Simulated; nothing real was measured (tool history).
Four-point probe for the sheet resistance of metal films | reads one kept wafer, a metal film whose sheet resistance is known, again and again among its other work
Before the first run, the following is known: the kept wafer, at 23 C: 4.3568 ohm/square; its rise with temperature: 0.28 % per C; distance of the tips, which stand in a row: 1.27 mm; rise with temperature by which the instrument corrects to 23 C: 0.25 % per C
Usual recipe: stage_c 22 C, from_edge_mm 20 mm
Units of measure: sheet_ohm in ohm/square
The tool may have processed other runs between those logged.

run,hour,stage_c,from_edge_mm,sheet_ohm
1,0,22,20,4.36439
2,49.3,22,4,4.579757
3,123.5,22,20,4.365554
4,181.6,22,20,4.365644
5,221.4,22,20,4.364957
6,277.7,22,20,4.366828
7,310.4,22,6,4.458635
8,363.8,22,6,4.456638
9,442.7,22,6,4.457388
10,499.4,22,6,4.4573
11,573.8,32,20,4.375863
12,612.6,20,20,4.362713
13,677.8,31,10,4.404507
14,741.6,31,10,4.401626
# hour 765.5: new probe head fitted
15,810.2,21,7,4.430227
16,843.9,28,11,4.393329
17,907.2,24,3,4.738012
18,971.8,29,6,4.466845
19,1024.6,24,23,4.364482
20,1077.4,34,6,4.472093

What does the tool deliver on the next run?
21,1154.5,25,36,?

Logged for run 21: sheet_ohm 4.361913 ohm/square.
Had the tool carried no hidden state, the very same run would have given sheet_ohm 4.362556 ohm/square.
